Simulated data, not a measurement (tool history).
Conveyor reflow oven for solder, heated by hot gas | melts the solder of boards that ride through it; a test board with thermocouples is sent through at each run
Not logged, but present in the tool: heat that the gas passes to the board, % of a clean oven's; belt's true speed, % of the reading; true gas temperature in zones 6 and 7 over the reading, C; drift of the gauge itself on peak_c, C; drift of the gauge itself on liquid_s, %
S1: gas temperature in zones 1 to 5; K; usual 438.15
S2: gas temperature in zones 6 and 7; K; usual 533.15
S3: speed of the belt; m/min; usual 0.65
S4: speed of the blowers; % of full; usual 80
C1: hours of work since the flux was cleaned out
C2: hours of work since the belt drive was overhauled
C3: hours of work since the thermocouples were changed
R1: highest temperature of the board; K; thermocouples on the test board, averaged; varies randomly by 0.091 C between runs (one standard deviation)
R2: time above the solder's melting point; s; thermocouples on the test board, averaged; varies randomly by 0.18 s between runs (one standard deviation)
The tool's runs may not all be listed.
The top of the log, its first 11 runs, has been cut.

{"run": 12, "hour": 289.1, "S1": 438.15, "S2": 533.15, "S3": 0.65, "S4": 80, "C1": 247, "C2": 523, "C3": 1060, "R1": 522.16, "R2": 52}
{"run": 13, "hour": 311.0, "S1": 438.15, "S2": 533.15, "S3": 0.65, "S4": 80, "C1": 263, "C2": 538, "C3": 1075, "R1": 522.26, "R2": 52.3}
{"run": 14, "hour": 339.4, "S1": 438.15, "S2": 533.15, "S3": 0.65, "S4": 51, "C1": 283, "C2": 558, "C3": 1096, "R1": 514.81, "R2": 43}
{"run": 15, "hour": 376.0, "S1": 438.15, "S2": 533.15, "S3": 0.65, "S4": 51, "C1": 309, "C2": 585, "C3": 1122, "R1": 514.8, "R2": 42.7}
{"run": 16, "hour": 400.9, "S1": 431.15, "S2": 533.15, "S3": 0.65, "S4": 80, "C1": 327, "C2": 603, "C3": 1140, "R1": 521.39, "R2": 49}
{"hour": 410.7, "done": "flux residue cleaned out of gas plates and filters"}
{"run": 17, "hour": 423.0, "S1": 431.15, "S2": 533.15, "S3": 0.65, "S4": 80, "C1": 9, "C2": 615, "C3": 1152, "R1": 521.44, "R2": 49.3}
{"run": 18, "hour": 447.5, "S1": 446.15, "S2": 525.15, "S3": 0.566, "S4": 58, "C1": 26, "C2": 632, "C3": 1169, "R1": 514.87, "R2": 55.9}
{"run": 19, "hour": 481.5, "S1": 434.15, "S2": 539.15, "S3": 0.687, "S4": 80, "C1": 51, "C2": 657, "C3": 1194, "R1": 525.75, "R2": 49.7}
{"hour": 504.7, "done": "thermocouples of zones 6 and 7 changed"}
{"run": 20, "hour": 509.4, "S1": 434.15, "S2": 539.15, "S3": 0.687, "S4": 80, "C1": 69, "C2": 675, "C3": 3, "R1": 525.59, "R2": 49.7}
{"run": 21, "hour": 531.1, "S1": 434.15, "S2": 539.15, "S3": 0.687, "S4": 80, "C1": 85, "C2": 691, "C3": 19, "R1": 525.58, "R2": 49.8}
{"run": 22, "hour": 555.7, "S1": 434.15, "S2": 539.15, "S3": 0.687, "S4": 80, "C1": 102, "C2": 708, "C3": 36, "R1": 525.66, "R2": 49.6}
{"run": 23, "hour": 589.9, "S1": 434.15, "S2": 539.15, "S3": 0.687, "S4": 80, "C1": 127, "C2": 733, "C3": 61, "R1": 525.68, "R2": 49.6}
{"run": 24, "hour": 620.9, "S1": 428.15, "S2": 533.15, "S3": 0.583, "S4": 80, "C1": 149, "C2": 755, "C3": 83, "R1": 523.92, "R2": 57.5}
{"run": 25, "hour": 648.8, "S1": 428.15, "S2": 533.15, "S3": 0.583, "S4": 80, "C1": 169, "C2": 775, "C3": 103, "R1": 523.83, "R2": 57.5}
{"run": 26, "hour": 668.4, "S1": 427.15, "S2": 535.15, "S3": 0.769, "S4": 70, "C1": 183, "C2": 789, "C3": 117, "R1": 514.47, "R2": 33.3}
{"run": 27, "hour": 685.1, "S1": 438.15, "S2": 546.15, "S3": 0.597, "S4": 78, "C1": 195, "C2": 801, "C3": 129, "R1": 536.02, "R2": 65.8}
{"run": 28, "hour": 700.6, "S1": 438.15, "S2": 525.15, "S3": 0.597, "S4": 78, "C1": 206, "C2": 812, "C3": 140, "R1": 516.35, "R2": 52.9}
{"run": 29, "hour": 721.8, "S1": 438.15, "S2": 525.15, "S3": 0.597, "S4": 78, "C1": 221, "C2": 827, "C3": 155, "R1": 516.3, "R2": 53.3}
{"run": 30, "hour": 756.2, "S1": 438.15, "S2": 525.15, "S3": 0.597, "S4": 78, "C1": 246, "C2": 852, "C3": 180, "R1": 516.49, "R2": 52.8}
{"run": 31, "hour": 790.2, "S1": 432.15, "S2": 533.15, "S3": 0.572, "S4": 71, "C1": 270, "C2": 876, "C3": 204, "R1": 522.78, "R2": 58.5}

What if the next run were any one of these 3? Each begins from the tool's condition after run 31:
{"run": "A", "hour": 824.8, "S1": 446.15, "S2": 533.15, "S3": 0.758, "S4": 88, "C1": 295, "C2": 901, "C3": 229, "R1": "?", "R2": "?"}
{"run": "B", "hour": 824.8, "S1": 438.15, "S2": 533.15, "S3": 0.65, "S4": 58, "C1": 295, "C2": 901, "C3": 229, "R1": "?", "R2": "?"}
{"run": "C", "hour": 824.8, "S1": 438.15, "S2": 528.15, "S3": 0.65, "S4": 80, "C1": 295, "C2": 901, "C3": 229, "R1": "?", "R2": "?"}

run=A R1=520.67 R2=45.2
run=B R1=517.11 R2=45.8
run=C R1=517.7 R2=48.6
Stripped of hidden state, with their random variation kept, the same runs would have yielded:
run=A R1=520.69 R2=45.2
run=B R1=517.12 R2=45.8
run=C R1=517.72 R2=48.6
